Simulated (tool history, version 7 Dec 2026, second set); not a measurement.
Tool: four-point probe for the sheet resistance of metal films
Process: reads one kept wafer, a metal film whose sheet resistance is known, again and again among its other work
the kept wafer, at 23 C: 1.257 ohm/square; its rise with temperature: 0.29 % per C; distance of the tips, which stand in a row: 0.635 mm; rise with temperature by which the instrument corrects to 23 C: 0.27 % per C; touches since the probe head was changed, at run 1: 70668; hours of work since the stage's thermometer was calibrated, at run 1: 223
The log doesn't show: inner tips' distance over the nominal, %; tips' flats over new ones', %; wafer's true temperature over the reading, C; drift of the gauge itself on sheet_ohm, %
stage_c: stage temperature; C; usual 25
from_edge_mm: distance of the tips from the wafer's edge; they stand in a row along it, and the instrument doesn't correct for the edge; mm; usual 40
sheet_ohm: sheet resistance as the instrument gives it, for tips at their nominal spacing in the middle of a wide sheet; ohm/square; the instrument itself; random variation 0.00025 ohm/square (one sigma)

run	hour	stage_c	from_edge_mm	touches since the probe head was changed	hours of work since the stage's thermometer was calibrated	sheet_ohm
1	0.0	25	40	70668	223	1.257737
2	42.2	25	74	73243	254	1.257863
3	68.2	25	74	74828	274	1.257602
4	105.4	25	74	77100	301	1.257808
5	138.9	25	40	79142	325	1.258133
6	157.5	25	4	80276	339	1.274664
7	198.9	25	31	82803	370	1.258359

Forecast run 8:
8	237.0	25	31	85124	397	?

{"run 8": {"sheet_ohm": 1.257898}}
Without the tool's hidden state the same run would have given sheet_ohm 1.257628 ohm/square.

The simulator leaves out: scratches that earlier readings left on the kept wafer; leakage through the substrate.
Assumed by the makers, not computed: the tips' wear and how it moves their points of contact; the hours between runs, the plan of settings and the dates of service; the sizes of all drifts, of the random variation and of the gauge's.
